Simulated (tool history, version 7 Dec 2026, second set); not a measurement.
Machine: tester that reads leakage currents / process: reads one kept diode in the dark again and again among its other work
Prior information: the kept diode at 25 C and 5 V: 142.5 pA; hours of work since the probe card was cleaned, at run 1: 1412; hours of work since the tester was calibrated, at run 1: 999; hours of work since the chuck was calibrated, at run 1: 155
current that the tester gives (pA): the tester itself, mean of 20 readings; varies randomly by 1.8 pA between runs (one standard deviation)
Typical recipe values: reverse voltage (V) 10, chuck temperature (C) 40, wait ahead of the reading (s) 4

run     day  reverse voltage (V)  chuck temperature (C)  wait ahead of the reading (s)  hours of work since the probe card was cleaned  hours of work since the tester was calibrated  hours of work since the chuck was calibrated  current that the tester gives (pA)
  1       0                   10                     40                              4                                            1412                                            999                                           155                              611.06
  2   2.129                   10                     40                              4                                            1439                                           1026                                           182                              615.45
  3   4.017                   10                     40                              4                                            1463                                           1050                                           206                              610.77
  4   5.962                   10                     40                           6.64                                            1488                                           1075                                           231                              613.17
  5   7.458                   10                     40                           6.64                                            1507                                           1094                                           250                              611.09
  6   8.675                   10                     40                              4                                            1522                                           1110                                           265                              611.09
  7   9.996                   10                     40                           0.82                                            1539                                           1127                                           282                              617.71
  8  11.267                   10                     40                           0.82                                            1555                                           1143                                           298                              613.76
  9  13.421                   10                     40                           0.82                                            1583                                           1170                                           326                              613.57
 10  15.596                   10                     40                              4                                            1611                                           1198                                           354                              612.58
 11  17.017                   10                     40                              4                                            1629                                           1216                                           372                              610.39
 12  18.892                   10                     40                              4                                            1653                                           1240                                           396                              611.37
 13  21.046                   10                     40                              4                                            1680                                           1268                                           423                              616.49
 14  22.638                   10                     40                            1.1                                            1700                                           1288                                           443                              616.31
 15  23.804                   10                     40                           0.46                                            1715                                           1303                                           458                              616.83
 16  25.138                   10                     40                           0.46                                            1732                                           1320                                           475                              619.02
 17  27.808                   10                     40                           0.46                                            1766                                           1354                                           509                              612.65
 18    29.2                   10                     40                              4                                            1784                                           1372                                           527                              610.54
     30.112  -- chuck's temperature calibrated
 19  31.392                  5.8                     40                              4                                            1811                                           1399                                            16                              478.46
 20  32.762                  5.8                     40                              4                                            1829                                           1416                                            34                              475.47
 21  34.846                  5.8                     40                              4                                            1855                                           1443                                            60                                 476
 22  37.392                 14.2                     39                              4                                            1888                                           1475                                            93                              667.68
 23  40.062                 14.2                     39                              4                                            1922                                           1509                                           127                              673.24
 24  41.725                 14.2                     39                           1.91                                            1943                                           1530                                           148                              669.87
 25  43.771                  1.4                     40                           0.59                                            1969                                           1557                                           174                              248.21
 26  45.588                  1.4                     40                           0.59                                            1992                                           1580                                           198                              246.42
 27  47.371                   20                     25                           1.13                                            2015                                           1602                                           220                              272.71
 28  48.671                   20                     25                           1.13                                            2032                                           1619                                           237                              273.85
 29  50.942                  1.2                     58                           0.53                                            2061                                           1648                                           266                              787.66
 30  52.679                    1                     40                           7.57                                            2083                                           1670                                           288                              212.08
 31  55.275                   10                     27                              4                                            2116                                           1703                                           321                                 230
 32  57.717                   10                     40                           3.58                                            2147                                           1735                                           352                              615.99
 33  59.438                   10                     40                           3.58                                            2169                                           1756                                           374                              613.82
 34  60.917                  3.5                     40                              4                                            2188                                           1775                                           393                              378.77
 35   62.75                  3.5                     57                           0.57                                            2211                                           1799                                           417                             1214.22
 36  65.325                  9.7                     24                           1.18                                            2244                                           1832                                           449                              180.13
 37  66.442                  9.7                     24                           1.18                                            2258                                           1846                                           464                              180.12
 38  67.912                  9.7                     22                           1.18                                            2277                                           1865                                           482                              153.23
 39  69.596                    4                     45                           4.92                                            2299                                           1886                                           504                              572.54
     72.333  -- chuck's temperature calibrated
 40  72.371                 19.7                     37                           0.32                                            2333                                           1920                                             0                              681.67
 41  74.375                 19.7                     37                           0.32                                            2359                                           1946                                            26                              681.46

Alternative continuations, all from the tool just after run 41; predict every row:
  A  76.317                    5                     50                              4                                            2383                                           1971                                            51                                   ?
  B  76.317                  2.4                     37                           1.85                                            2383                                           1971                                            51                                   ?
  C  76.317                   10                     40                           7.63                                            2383                                           1971                                            51                                   ?

run  current that the tester gives (pA)
  A                              897.22
  B                              256.27
  C                              613.47
Take away the tool's hidden state, keep each run's random variation, and the runs would have read:
run  current that the tester gives (pA)
  A                              896.86
  B                              256.14
  C                              613.12

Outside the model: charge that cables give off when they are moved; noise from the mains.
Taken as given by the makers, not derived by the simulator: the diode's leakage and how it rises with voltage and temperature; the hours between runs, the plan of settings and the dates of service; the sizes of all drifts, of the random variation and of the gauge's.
